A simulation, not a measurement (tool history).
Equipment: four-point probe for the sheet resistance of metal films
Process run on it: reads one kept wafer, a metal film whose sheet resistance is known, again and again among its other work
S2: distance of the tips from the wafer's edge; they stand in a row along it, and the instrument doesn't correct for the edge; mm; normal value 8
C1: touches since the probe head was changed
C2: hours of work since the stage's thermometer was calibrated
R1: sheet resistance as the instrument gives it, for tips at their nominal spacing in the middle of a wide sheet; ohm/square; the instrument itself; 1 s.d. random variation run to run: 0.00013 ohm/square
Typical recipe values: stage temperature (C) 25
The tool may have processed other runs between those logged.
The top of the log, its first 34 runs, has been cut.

{"run": 35, "hour": 371.7, "stage temperature (C)": 26, "S2": 70, "C1": 54341, "C2": 15, "R1": 0.633392}
{"run": 36, "hour": 380.3, "stage temperature (C)": 26, "S2": 45, "C1": 54690, "C2": 20, "R1": 0.633688}
{"run": 37, "hour": 393.5, "stage temperature (C)": 26, "S2": 45, "C1": 55231, "C2": 27, "R1": 0.633847}
{"run": 38, "hour": 401.6, "stage temperature (C)": 26, "S2": 45, "C1": 55563, "C2": 32, "R1": 0.633873}
{"run": 39, "hour": 411.7, "stage temperature (C)": 26, "S2": 45, "C1": 55972, "C2": 38, "R1": 0.633884}
{"run": 40, "hour": 426.2, "stage temperature (C)": 31, "S2": 52, "C1": 56564, "C2": 46, "R1": 0.634353}
{"run": 41, "hour": 433.7, "stage temperature (C)": 20, "S2": 8, "C1": 56870, "C2": 51, "R1": 0.641553}
{"run": 42, "hour": 446.9, "stage temperature (C)": 20, "S2": 8, "C1": 57410, "C2": 59, "R1": 0.641391}
{"run": 43, "hour": 455.6, "stage temperature (C)": 20, "S2": 8, "C1": 57767, "C2": 64, "R1": 0.641624}
{"run": 44, "hour": 468.9, "stage temperature (C)": 20, "S2": 8, "C1": 58310, "C2": 71, "R1": 0.641415}

Predict each of these 4 candidate next runs independently; none follows another, all start after run 44:
{"run": "A", "hour": 483.2, "stage temperature (C)": 24, "S2": 6, "C1": 58894, "C2": 80, "R1": "?"}
{"run": "B", "hour": 483.2, "stage temperature (C)": 19, "S2": 46, "C1": 58894, "C2": 80, "R1": "?"}
{"run": "C", "hour": 483.2, "stage temperature (C)": 30, "S2": 36, "C1": 58894, "C2": 80, "R1": "?"}
{"run": "D", "hour": 483.2, "stage temperature (C)": 20, "S2": 35, "C1": 58894, "C2": 80, "R1": "?"}

run=A R1=0.648347
run=B R1=0.633259
run=C R1=0.634555
run=D R1=0.633577
Without the tool's hidden state the same runs would have given:
run=A R1=0.645778
run=B R1=0.630748
run=C R1=0.632033
run=D R1=0.631064

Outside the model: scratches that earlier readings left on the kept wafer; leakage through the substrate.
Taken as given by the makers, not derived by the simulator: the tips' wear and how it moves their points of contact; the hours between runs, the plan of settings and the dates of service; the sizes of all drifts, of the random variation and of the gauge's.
